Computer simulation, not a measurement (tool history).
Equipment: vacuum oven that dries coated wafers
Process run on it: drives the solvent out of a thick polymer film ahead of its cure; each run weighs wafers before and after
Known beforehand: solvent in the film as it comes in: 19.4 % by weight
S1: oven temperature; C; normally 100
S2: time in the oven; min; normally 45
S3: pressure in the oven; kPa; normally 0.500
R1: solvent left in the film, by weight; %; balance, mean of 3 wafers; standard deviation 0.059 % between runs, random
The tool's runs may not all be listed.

| run | day | S1 | S2 | S3 | R1 |
|---|---|---|---|---|---|
| 1 | 0.000 | 100 | 45 | 0.500 | 3.16 |
| 2 | 1.950 | 100 | 45 | 0.500 | 3.32 |
| 3 | 5.396 | 90 | 45 | 0.500 | 6.75 |
| 4 | 9.175 | 90 | 45 | 0.500 | 6.63 |
|  | 10.538 | oven's thermocouples calibrated |
| 5 | 13.025 | 90 | 45 | 0.500 | 6.70 |
| 6 | 17.508 | 111 | 45 | 0.500 | 0.76 |
| 7 | 19.867 | 111 | 45 | 0.500 | 0.90 |
| 8 | 24.325 | 94 | 45 | 0.500 | 5.05 |
| 9 | 28.258 | 94 | 45 | 0.500 | 5.24 |
| 10 | 30.812 | 94 | 45 | 0.500 | 5.33 |
| 11 | 32.842 | 94 | 45 | 0.500 | 5.25 |
| 12 | 36.867 | 94 | 45 | 0.500 | 5.42 |
| 13 | 41.521 | 94 | 45 | 0.500 | 5.41 |
| 14 | 44.912 | 94 | 45 | 0.500 | 5.30 |
| 15 | 48.804 | 94 | 45 | 0.500 | 5.18 |
| 16 | 53.433 | 94 | 45 | 0.500 | 5.22 |
| 17 | 55.729 | 94 | 45 | 0.500 | 5.15 |
| 18 | 60.417 | 91 | 69 | 0.369 | 3.96 |
| 19 | 63.746 | 94 | 45 | 0.468 | 5.29 |
| 20 | 66.146 | 103 | 65 | 0.328 | 0.98 |
| 21 | 70.158 | 103 | 45 | 0.500 | 2.50 |
| 22 | 74.317 | 93 | 72 | 1.258 | 3.67 |
| 23 | 77.754 | 89 | 67 | 1.277 | 5.38 |
| 24 | 80.812 | 89 | 67 | 1.277 | 5.34 |
| 25 | 83.721 | 98 | 29 | 0.793 | 6.32 |
| 26 | 88.225 | 98 | 29 | 0.793 | 6.30 |
| 27 | 92.221 | 111 | 75 | 0.467 | 0.19 |
|  | 95.375 | vacuum gauge cleaned of residue and calibrated |
| 28 | 96.517 | 99 | 37 | 0.927 | 4.62 |
| 29 | 101.054 | 99 | 37 | 0.927 | 4.87 |
| 30 | 104.338 | 114 | 37 | 0.927 | 0.96 |
| 31 | 107.479 | 114 | 25 | 1.197 | 2.26 |
|  | 109.258 | oven's thermocouples calibrated |
| 32 | 111.188 | 94 | 27 | 0.675 | 8.41 |
| 33 | 115.704 | 115 | 41 | 0.261 | 0.60 |

4 ways to go on from here, each from the tool as it stands after run 33. What would each give?
| A | 117.708 | 115 | 41 | 1.708 | ? |
| B | 117.708 | 94 | 27 | 0.261 | ? |
| C | 117.708 | 100 | 30 | 0.500 | ? |
| D | 117.708 | 114 | 45 | 0.500 | ? |

| run | R1 |
|---|---|
| A | 0.90 |
| B | 8.04 |
| C | 5.44 |
| D | 0.57 |
The same runs, with their run-to-run variation unchanged, on a tool lacking any hidden condition would have given:
| run | R1 |
|---|---|
| A | 0.89 |
| B | 8.02 |
| C | 5.43 |
| D | 0.57 |

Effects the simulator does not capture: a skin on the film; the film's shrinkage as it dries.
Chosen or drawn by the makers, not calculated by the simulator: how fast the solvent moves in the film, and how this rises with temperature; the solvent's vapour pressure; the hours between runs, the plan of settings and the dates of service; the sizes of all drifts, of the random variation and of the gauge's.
